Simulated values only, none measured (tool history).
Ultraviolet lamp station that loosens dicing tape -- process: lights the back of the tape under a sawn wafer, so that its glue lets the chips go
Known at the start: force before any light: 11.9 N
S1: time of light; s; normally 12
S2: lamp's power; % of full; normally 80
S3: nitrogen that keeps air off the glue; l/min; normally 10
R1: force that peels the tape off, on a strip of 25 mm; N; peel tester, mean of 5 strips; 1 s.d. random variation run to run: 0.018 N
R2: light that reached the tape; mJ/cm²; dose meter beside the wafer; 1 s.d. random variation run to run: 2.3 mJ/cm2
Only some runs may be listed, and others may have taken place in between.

| run | hour | S1 | S2 | S3 | R1 | R2 |
|---|---|---|---|---|---|---|
| 1 | 0.0 | 12 | 80 | 10 | 1.163 | 189 |
| 2 | 7.9 | 12 | 80 | 6 | 1.614 | 190 |
| 3 | 13.0 | 12 | 80 | 6 | 1.649 | 188 |
| 4 | 20.7 | 12 | 80 | 6 | 1.649 | 189 |
| 5 | 29.4 | 12 | 80 | 6 | 1.671 | 185 |
| 6 | 38.0 | 15 | 80 | 10 | 0.703 | 234 |
| 7 | 44.4 | 15 | 80 | 10 | 0.723 | 232 |
| 8 | 51.3 | 15 | 80 | 10 | 0.715 | 234 |
| 9 | 55.4 | 15 | 80 | 10 | 0.731 | 228 |
| 10 | 63.7 | 15 | 80 | 10 | 0.717 | 231 |
| 11 | 69.8 | 12 | 80 | 10 | 1.243 | 183 |
| 12 | 74.1 | 12 | 80 | 10 | 1.228 | 182 |
| 13 | 79.2 | 12 | 80 | 10 | 1.235 | 183 |
| 14 | 85.3 | 12 | 80 | 10 | 1.230 | 183 |
| 15 | 90.2 | 12 | 88 | 4 | 1.910 | 200 |
| 16 | 96.3 | 12 | 88 | 4 | 1.994 | 201 |
| 17 | 104.8 | 22 | 80 | 10 | 0.281 | 333 |
| 18 | 111.2 | 22 | 80 | 10 | 0.276 | 333 |
| 19 | 118.5 | 16 | 80 | 18 | 0.441 | 241 |
| 20 | 124.2 | 9 | 67 | 5 | 3.963 | 116 |
| 21 | 132.8 | 8 | 84 | 11 | 2.406 | 129 |
| 22 | 139.9 | 11 | 84 | 8 | 1.662 | 169 |
| 23 | 147.2 | 11 | 84 | 8 | 1.660 | 170 |
| 24 | 151.6 | 7 | 79 | 16 | 2.827 | 100 |
| 25 | 158.7 | 22 | 80 | 10 | 0.302 | 323 |
| 26 | 165.2 | 12 | 82 | 13 | 1.075 | 182 |
| 27 | 170.4 | 12 | 82 | 13 | 1.081 | 182 |
| 28 | 178.2 | 12 | 82 | 13 | 1.106 | 177 |

Here are 3 independent what-if runs from the current tool condition. What would each one return?
| A | 186.7 | 22 | 61 | 10 | ? | ? |
| B | 186.7 | 6 | 80 | 10 | ? | ? |
| C | 186.7 | 12 | 62 | 9 | ? | ? |

| run | R1 | R2 |
|---|---|---|
| A | 0.632 | 246 |
| B | 3.974 | 85 |
| C | 2.363 | 135 |
Without the tool's hidden state the same runs would have given:
| run | R1 | R2 |
|---|---|---|
| A | 0.369 | 300 |
| B | 3.117 | 105 |
| C | 1.657 | 165 |
